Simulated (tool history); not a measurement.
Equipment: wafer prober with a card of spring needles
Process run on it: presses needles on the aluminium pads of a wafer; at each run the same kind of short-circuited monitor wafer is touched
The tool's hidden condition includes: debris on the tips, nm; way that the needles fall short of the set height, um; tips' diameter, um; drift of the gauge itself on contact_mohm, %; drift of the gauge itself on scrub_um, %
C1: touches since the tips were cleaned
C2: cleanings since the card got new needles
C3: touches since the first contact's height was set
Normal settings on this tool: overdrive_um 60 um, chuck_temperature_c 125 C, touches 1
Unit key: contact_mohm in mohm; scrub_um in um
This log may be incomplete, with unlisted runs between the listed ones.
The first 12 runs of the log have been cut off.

-- hour=296.8 tips cleaned on abrasive film
run 13 hour=307.1 | overdrive_um=60 chuck_temperature_c=125 touches=1 | C1=5081 C2=41 C3=116642 | contact_mohm=129 scrub_um=12.33
-- hour=310.4 height of the first contact set anew
-- hour=315.3 tips cleaned on abrasive film
-- hour=332.9 tips cleaned on abrasive film
run 14 hour=337.1 | overdrive_um=60 chuck_temperature_c=125 touches=1 | C1=2069 C2=43 C3=13027 | contact_mohm=130 scrub_um=12.36
-- hour=349.8 tips cleaned on abrasive film
-- hour=366.4 tips cleaned on abrasive film
run 15 hour=373.1 | overdrive_um=60 chuck_temperature_c=125 touches=1 | C1=3315 C2=45 C3=30646 | contact_mohm=132 scrub_um=12.33
-- hour=382.9 tips cleaned on abrasive film
-- hour=400 tips cleaned on abrasive film
run 16 hour=403.5 | overdrive_um=52 chuck_temperature_c=25 touches=3 | C1=1703 C2=47 C3=45484 | contact_mohm=115 scrub_um=10.7
-- hour=416.2 tips cleaned on abrasive film
-- hour=433.1 tips cleaned on abrasive film
run 17 hour=439.1 | overdrive_um=52 chuck_temperature_c=27 touches=2 | C1=2978 C2=49 C3=62941 | contact_mohm=118 scrub_um=10.71
-- hour=450.3 tips cleaned on abrasive film
run 18 hour=455.7 | overdrive_um=69 chuck_temperature_c=32 touches=2 | C1=2686 C2=50 C3=71055 | contact_mohm=115 scrub_um=14.2
-- hour=467.4 tips cleaned on abrasive film
run 19 hour=482.7 | overdrive_um=69 chuck_temperature_c=26 touches=1 | C1=7514 C2=51 C3=84285 | contact_mohm=114 scrub_um=14.18
-- hour=484.3 tips cleaned on abrasive film
-- hour=500.2 tips cleaned on abrasive film
run 20 hour=501.4 | overdrive_um=41 chuck_temperature_c=80 touches=1 | C1=562 C2=53 C3=93370 | contact_mohm=132 scrub_um=8.44

Forecast run 21:
-- hour=517.9 tips cleaned on abrasive film
run 21 hour=519.2 | overdrive_um=41 chuck_temperature_c=80 touches=1 | C1=609 C2=54 C3=102078 | contact_mohm=? scrub_um=?

{"run 21": {"contact_mohm": 130, "scrub_um": 8.43}}
Minus the tool's unlogged condition, the same run would have read contact_mohm 130 mohm, scrub_um 8.39 um.
